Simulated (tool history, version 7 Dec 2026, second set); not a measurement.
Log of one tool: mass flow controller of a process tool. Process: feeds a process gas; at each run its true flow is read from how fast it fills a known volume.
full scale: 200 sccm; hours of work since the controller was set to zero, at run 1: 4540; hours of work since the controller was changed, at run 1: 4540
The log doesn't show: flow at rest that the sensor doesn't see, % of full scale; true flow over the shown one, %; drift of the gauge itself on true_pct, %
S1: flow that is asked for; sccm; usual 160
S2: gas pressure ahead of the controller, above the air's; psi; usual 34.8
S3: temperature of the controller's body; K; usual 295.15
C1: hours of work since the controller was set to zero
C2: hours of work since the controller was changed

{"run": 1, "hour": 0.0, "S1": 160, "S2": 34.8, "S3": 295.15, "C1": 4540, "C2": 4540, "true flow (%)": 99.59}
{"run": 2, "hour": 232.9, "S1": 160, "S2": 34.8, "S3": 312.15, "C1": 4617, "C2": 4617, "true flow (%)": 101.0}
{"run": 3, "hour": 578.1, "S1": 160, "S2": 22.3, "S3": 312.15, "C1": 4732, "C2": 4732, "true flow (%)": 101.37}
{"run": 4, "hour": 881.1, "S1": 160, "S2": 34.8, "S3": 297.15, "C1": 4832, "C2": 4832, "true flow (%)": 99.45}
{"hour": 976.5, "done": "controller's zero set anew"}
{"run": 5, "hour": 1225.1, "S1": 160, "S2": 34.8, "S3": 297.15, "C1": 82, "C2": 4946, "true flow (%)": 100.56}
{"run": 6, "hour": 1518.0, "S1": 160, "S2": 34.8, "S3": 297.15, "C1": 179, "C2": 5043, "true flow (%)": 100.81}
{"run": 7, "hour": 1901.7, "S1": 160, "S2": 34.8, "S3": 297.15, "C1": 306, "C2": 5170, "true flow (%)": 100.72}
{"run": 8, "hour": 2244.5, "S1": 160, "S2": 34.8, "S3": 297.15, "C1": 420, "C2": 5283, "true flow (%)": 100.86}
{"run": 9, "hour": 2605.3, "S1": 160, "S2": 34.8, "S3": 299.15, "C1": 540, "C2": 5403, "true flow (%)": 101.06}
{"run": 10, "hour": 2944.3, "S1": 160, "S2": 34.8, "S3": 299.15, "C1": 652, "C2": 5515, "true flow (%)": 100.95}
{"run": 11, "hour": 3182.4, "S1": 160, "S2": 34.8, "S3": 310.15, "C1": 731, "C2": 5594, "true flow (%)": 101.83}
{"run": 12, "hour": 3416.5, "S1": 160, "S2": 34.8, "S3": 310.15, "C1": 808, "C2": 5672, "true flow (%)": 101.96}
{"run": 13, "hour": 3801.5, "S1": 160, "S2": 24.9, "S3": 295.15, "C1": 936, "C2": 5799, "true flow (%)": 100.74}
{"run": 14, "hour": 4191.5, "S1": 160, "S2": 24.9, "S3": 295.15, "C1": 1065, "C2": 5928, "true flow (%)": 100.88}
{"run": 15, "hour": 4403.0, "S1": 160, "S2": 24.9, "S3": 295.15, "C1": 1135, "C2": 5998, "true flow (%)": 101.01}
{"run": 16, "hour": 4717.2, "S1": 160, "S2": 33.4, "S3": 295.15, "C1": 1239, "C2": 6102, "true flow (%)": 100.64}
{"run": 17, "hour": 5051.7, "S1": 160, "S2": 33.4, "S3": 295.15, "C1": 1350, "C2": 6213, "true flow (%)": 100.55}
{"run": 18, "hour": 5454.3, "S1": 160, "S2": 33.4, "S3": 295.15, "C1": 1483, "C2": 6347, "true flow (%)": 100.54}
{"run": 19, "hour": 5679.7, "S1": 160, "S2": 34.8, "S3": 295.15, "C1": 1558, "C2": 6421, "true flow (%)": 100.46}
{"run": 20, "hour": 6009.4, "S1": 160, "S2": 34.8, "S3": 295.15, "C1": 1667, "C2": 6530, "true flow (%)": 100.48}
{"run": 21, "hour": 6331.6, "S1": 160, "S2": 34.8, "S3": 295.15, "C1": 1774, "C2": 6637, "true flow (%)": 100.47}
{"run": 22, "hour": 6728.6, "S1": 131, "S2": 36.1, "S3": 304.15, "C1": 1905, "C2": 6769, "true flow (%)": 100.91}
{"run": 23, "hour": 6908.4, "S1": 131, "S2": 36.1, "S3": 304.15, "C1": 1965, "C2": 6828, "true flow (%)": 101.09}
{"run": 24, "hour": 7113.4, "S1": 131, "S2": 36.1, "S3": 302.15, "C1": 2033, "C2": 6896, "true flow (%)": 100.91}
{"run": 25, "hour": 7367.0, "S1": 73, "S2": 20.3, "S3": 300.15, "C1": 2117, "C2": 6980, "true flow (%)": 100.31}
{"run": 26, "hour": 7572.2, "S1": 160, "S2": 35.7, "S3": 295.15, "C1": 2185, "C2": 7048, "true flow (%)": 100.27}
{"run": 27, "hour": 7974.7, "S1": 115, "S2": 33.4, "S3": 295.15, "C1": 2318, "C2": 7181, "true flow (%)": 100.17}
{"run": 28, "hour": 8273.9, "S1": 22, "S2": 34.8, "S3": 308.15, "C1": 2417, "C2": 7281, "true flow (%)": 96.93}
{"run": 29, "hour": 8636.9, "S1": 33, "S2": 24.7, "S3": 294.15, "C1": 2537, "C2": 7401, "true flow (%)": 97.57}
{"run": 30, "hour": 8850.5, "S1": 190, "S2": 36.5, "S3": 297.15, "C1": 2608, "C2": 7472, "true flow (%)": 100.91}
{"run": 31, "hour": 9248.7, "S1": 160, "S2": 34.8, "S3": 301.15, "C1": 2740, "C2": 7603, "true flow (%)": 101.03}
{"run": 32, "hour": 9567.9, "S1": 160, "S2": 32.3, "S3": 295.15, "C1": 2846, "C2": 7709, "true flow (%)": 100.64}
{"run": 33, "hour": 9936.9, "S1": 105, "S2": 38.9, "S3": 295.15, "C1": 2968, "C2": 7831, "true flow (%)": 99.77}
{"run": 34, "hour": 10321.6, "S1": 160, "S2": 35.8, "S3": 295.15, "C1": 3095, "C2": 7959, "true flow (%)": 100.45}
{"run": 35, "hour": 10548.5, "S1": 160, "S2": 22.8, "S3": 295.15, "C1": 3171, "C2": 8034, "true flow (%)": 100.84}
{"run": 36, "hour": 10833.0, "S1": 160, "S2": 22.8, "S3": 295.15, "C1": 3265, "C2": 8128, "true flow (%)": 100.87}
{"run": 37, "hour": 11200.9, "S1": 41, "S2": 21.3, "S3": 306.15, "C1": 3387, "C2": 8250, "true flow (%)": 98.55}
{"run": 38, "hour": 11516.7, "S1": 148, "S2": 24.5, "S3": 295.15, "C1": 3491, "C2": 8355, "true flow (%)": 100.66}
{"run": 39, "hour": 11785.1, "S1": 53, "S2": 38.6, "S3": 297.15, "C1": 3580, "C2": 8444, "true flow (%)": 98.18}

Forecast each of these 5 alternatives for the next run:
{"run": "A", "hour": 12112.1, "S1": 49, "S2": 32.5, "S3": 309.15, "C1": 3689, "C2": 8552, "true flow (%)": "?"}
{"run": "B", "hour": 12112.1, "S1": 53, "S2": 26.7, "S3": 306.15, "C1": 3689, "C2": 8552, "true flow (%)": "?"}
{"run": "C", "hour": 12112.1, "S1": 28, "S2": 33.8, "S3": 307.15, "C1": 3689, "C2": 8552, "true flow (%)": "?"}
{"run": "D", "hour": 12112.1, "S1": 39, "S2": 34.8, "S3": 295.15, "C1": 3689, "C2": 8552, "true flow (%)": "?"}
{"run": "E", "hour": 12112.1, "S1": 41, "S2": 38.6, "S3": 303.15, "C1": 3689, "C2": 8552, "true flow (%)": "?"}

run=A true_flow_(%)=99.01
run=B true_flow_(%)=99.18
run=C true_flow_(%)=96.19
run=D true_flow_(%)=96.84
run=E true_flow_(%)=97.71
Without the tool's hidden state the same runs would have given:
run=A true_flow_(%)=100.40
run=B true_flow_(%)=100.31
run=C true_flow_(%)=100.13
run=D true_flow_(%)=99.10
run=E true_flow_(%)=99.76
